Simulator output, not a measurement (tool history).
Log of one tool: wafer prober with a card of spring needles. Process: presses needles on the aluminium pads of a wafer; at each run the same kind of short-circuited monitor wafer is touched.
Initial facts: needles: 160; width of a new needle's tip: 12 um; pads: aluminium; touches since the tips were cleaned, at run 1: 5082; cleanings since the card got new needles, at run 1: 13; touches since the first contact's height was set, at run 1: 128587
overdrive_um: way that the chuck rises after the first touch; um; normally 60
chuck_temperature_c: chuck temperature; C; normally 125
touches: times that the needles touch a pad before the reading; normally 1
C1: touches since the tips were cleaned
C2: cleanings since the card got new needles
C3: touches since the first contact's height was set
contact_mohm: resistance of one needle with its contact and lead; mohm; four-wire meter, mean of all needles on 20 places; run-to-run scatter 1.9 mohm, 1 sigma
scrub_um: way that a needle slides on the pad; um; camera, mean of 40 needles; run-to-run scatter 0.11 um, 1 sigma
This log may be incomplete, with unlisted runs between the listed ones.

run 1 hour=0 | overdrive_um=60 chuck_temperature_c=125 touches=1 | C1=5082 C2=13 C3=128587 | contact_mohm=253 scrub_um=16.05
-- hour=15.6 tips cleaned on abrasive film
run 2 hour=28 | overdrive_um=60 chuck_temperature_c=125 touches=3 | C1=3000 C2=14 C3=135354 | contact_mohm=223 scrub_um=15.96
-- hour=53.7 tips cleaned on abrasive film
run 3 hour=69.6 | overdrive_um=60 chuck_temperature_c=125 touches=3 | C1=3847 C2=15 C3=145432 | contact_mohm=222 scrub_um=15.96
-- hour=89 tips cleaned on abrasive film
-- hour=124.5 tips cleaned on abrasive film
run 4 hour=136.5 | overdrive_um=60 chuck_temperature_c=125 touches=3 | C1=2930 C2=17 C3=161633 | contact_mohm=221 scrub_um=16.1
-- hour=158.5 tips cleaned on abrasive film
-- hour=195.1 tips cleaned on abrasive film
run 5 hour=195.4 | overdrive_um=60 chuck_temperature_c=125 touches=3 | C1=74 C2=19 C3=175882 | contact_mohm=210 scrub_um=15.87
-- hour=232.5 tips cleaned on abrasive film
run 6 hour=241.7 | overdrive_um=60 chuck_temperature_c=125 touches=2 | C1=2236 C2=20 C3=187092 | contact_mohm=223 scrub_um=15.86
-- hour=269.8 tips cleaned on abrasive film
run 7 hour=302 | overdrive_um=60 chuck_temperature_c=125 touches=2 | C1=7817 C2=21 C3=201695 | contact_mohm=239 scrub_um=15.69
-- hour=304.8 tips cleaned on abrasive film
-- hour=336.9 height of the first contact set anew
-- hour=342.7 tips cleaned on abrasive film
run 8 hour=351 | overdrive_um=60 chuck_temperature_c=125 touches=2 | C1=2010 C2=23 C3=3381 | contact_mohm=220 scrub_um=16.31
-- hour=377.7 tips cleaned on abrasive film
run 9 hour=382.7 | overdrive_um=60 chuck_temperature_c=125 touches=1 | C1=1216 C2=24 C3=11066 | contact_mohm=227 scrub_um=16.23
-- hour=414.3 tips cleaned on abrasive film
run 10 hour=439.3 | overdrive_um=60 chuck_temperature_c=125 touches=1 | C1=6075 C2=25 C3=24788 | contact_mohm=249 scrub_um=16.19
-- hour=448.5 tips cleaned on abrasive film
-- hour=487.8 tips cleaned on abrasive film
run 11 hour=494.2 | overdrive_um=60 chuck_temperature_c=125 touches=1 | C1=1551 C2=27 C3=38047 | contact_mohm=228 scrub_um=16.33
-- hour=523.1 tips cleaned on abrasive film
-- hour=557.6 tips cleaned on abrasive film
run 12 hour=557.6 | overdrive_um=60 chuck_temperature_c=125 touches=3 | C1=0 C2=29 C3=53388 | contact_mohm=211 scrub_um=16.04
-- hour=595.6 tips cleaned on abrasive film
run 13 hour=618.5 | overdrive_um=60 chuck_temperature_c=125 touches=1 | C1=5547 C2=30 C3=68144 | contact_mohm=250 scrub_um=16.17
-- hour=631.2 tips cleaned on abrasive film
run 14 hour=662.5 | overdrive_um=60 chuck_temperature_c=125 touches=1 | C1=7603 C2=31 C3=78808 | contact_mohm=252 scrub_um=16.17
-- hour=666.4 tips cleaned on abrasive film
-- hour=700.9 tips cleaned on abrasive film
run 15 hour=706.9 | overdrive_um=60 chuck_temperature_c=125 touches=1 | C1=1457 C2=33 C3=89529 | contact_mohm=230 scrub_um=16.15
-- hour=734.5 tips cleaned on abrasive film
-- hour=768.2 tips cleaned on abrasive film
run 16 hour=774.6 | overdrive_um=60 chuck_temperature_c=125 touches=1 | C1=1532 C2=35 C3=105914 | contact_mohm=224 scrub_um=15.85
-- hour=801.9 tips cleaned on abrasive film
-- hour=840.2 tips cleaned on abrasive film
run 17 hour=842.8 | overdrive_um=76 chuck_temperature_c=83 touches=2 | C1=622 C2=37 C3=122425 | contact_mohm=204 scrub_um=20.32
-- hour=876.1 tips cleaned on abrasive film
run 18 hour=904.2 | overdrive_um=72 chuck_temperature_c=76 touches=3 | C1=6822 C2=38 C3=137321 | contact_mohm=211 scrub_um=19.1
-- hour=912.5 tips cleaned on abrasive film
run 19 hour=934.7 | overdrive_um=74 chuck_temperature_c=62 touches=2 | C1=5404 C2=39 C3=144701 | contact_mohm=213 scrub_um=19.69

Run 20 has not been measured yet. What should we expect?
-- hour=947.9 tips cleaned on abrasive film
-- hour=983.1 tips cleaned on abrasive film
run 20 hour=1002.2 | overdrive_um=64 chuck_temperature_c=27 touches=2 | C1=4640 C2=41 C3=161024 | contact_mohm=? scrub_um=?

{"run 20": {"contact_mohm": 216, "scrub_um": 16.77}}
With no hidden state in the tool, this same run would have given contact_mohm 192 mohm, scrub_um 17.38 um.
